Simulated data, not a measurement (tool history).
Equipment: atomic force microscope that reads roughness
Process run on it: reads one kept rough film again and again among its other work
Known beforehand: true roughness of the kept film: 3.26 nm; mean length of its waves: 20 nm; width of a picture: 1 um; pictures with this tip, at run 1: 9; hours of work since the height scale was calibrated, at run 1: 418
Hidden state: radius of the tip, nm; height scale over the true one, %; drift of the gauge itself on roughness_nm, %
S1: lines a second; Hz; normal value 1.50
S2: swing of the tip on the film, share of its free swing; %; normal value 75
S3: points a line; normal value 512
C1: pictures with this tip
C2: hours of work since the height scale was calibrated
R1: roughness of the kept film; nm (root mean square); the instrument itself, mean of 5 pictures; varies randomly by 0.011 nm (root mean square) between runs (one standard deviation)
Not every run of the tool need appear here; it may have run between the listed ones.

run   hour    S1  S2   S3   C1   C2     R1
  1    0.0  1.50  75  512    9  418  2.434
  2   19.2  1.50  75  512   32  432  2.244
  3   37.6  1.50  84  512   54  446  1.990
  4   52.3  1.50  84  512   72  458  1.900
  5   65.4  1.50  84  512   88  468  1.826
  6   85.3  1.50  75  512  112  483  1.794
  7  106.1  1.50  75  512  137  499  1.681
     127.0  -- new tip fitted
  8  129.7  1.50  75  512    4  517  2.469
  9  140.6  1.50  75  498   17  525  2.325
 10  156.7  1.50  75  498   36  537  2.206
 11  179.2  1.50  89  320   64  555  1.864
 12  191.3  1.50  90  512   78  564  1.777
 13  202.4  1.50  90  512   92  572  1.730
 14  222.0  1.50  83  439  115  587  1.718
 15  243.6  1.50  77  439  141  604  1.675
 16  254.7  0.64  74  297  155  613  1.681
     261.3  -- new tip fitted
 17  275.2  0.64  74  297   17  628  2.460
 18  296.0  0.50  82  318   42  644  2.267
 19  318.2  0.51  75  512   69  661  2.163
 20  339.2  0.51  75  512   94  677  2.019

Here are 3 independent what-if runs from the current tool condition. What would each one return?
  A  357.0  3.30  75  720  115  691   ?
  B  357.0  1.50  75  465  115  691   ?
  C  357.0  0.51  66  512  115  691   ?

run     R1
  A  1.635
  B  1.794
  C  1.938
Take away the tool's hidden state, keep each run's random variation, and the runs would have read:
run     R1
  A  2.299
  B  2.523
  C  2.727
